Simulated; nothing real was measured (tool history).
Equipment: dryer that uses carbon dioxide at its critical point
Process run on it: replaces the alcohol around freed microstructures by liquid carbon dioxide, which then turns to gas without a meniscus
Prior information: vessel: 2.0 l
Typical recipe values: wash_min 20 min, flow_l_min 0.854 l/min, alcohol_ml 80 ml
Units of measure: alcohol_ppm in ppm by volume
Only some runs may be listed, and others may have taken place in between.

run	day	wash_min	flow_l_min	alcohol_ml	alcohol_ppm
1	0.000	20	0.854	80	60
2	2.692	20	0.854	80	73
3	4.771	20	0.854	80	79
4	6.675	20	0.854	80	75
5	8.771	20	0.854	80	90
6	11.292	20	0.854	80	97
7	13.283	20	0.854	80	100
8	14.779	20	0.854	52	103
9	17.358	20	0.854	108	135
10	18.767	20	0.780	80	147
11	20.296	20	0.780	80	141
12	22.317	20	0.780	80	150
13	23.538	20	0.780	80	167
14	25.438	20	0.854	106	122
15	26.975	20	0.854	106	128
16	29.158	28	1.007	106	115
17	31.075	24	0.827	106	119
18	32.988	20	0.752	80	158
19	35.108	20	0.752	80	162
20	37.525	27	0.721	80	147
21	40.221	24	0.651	43	167
22	42.721	20	1.134	28	144

Taken out of this log: 1 entry between the listed runs. Where each belongs, and how the hidden state differs across it:
From run 13 to run 14: inlet filter changed (day 24.629)
  flow that reaches the vessel past the clogged filter, %: 84.4 -> 99.2; alcohol in the recycled carbon dioxide, ppm: 104.1 -> 108.3
  measured less the result without the state, alcohol_ppm: +141 -> +103 ppm by volume
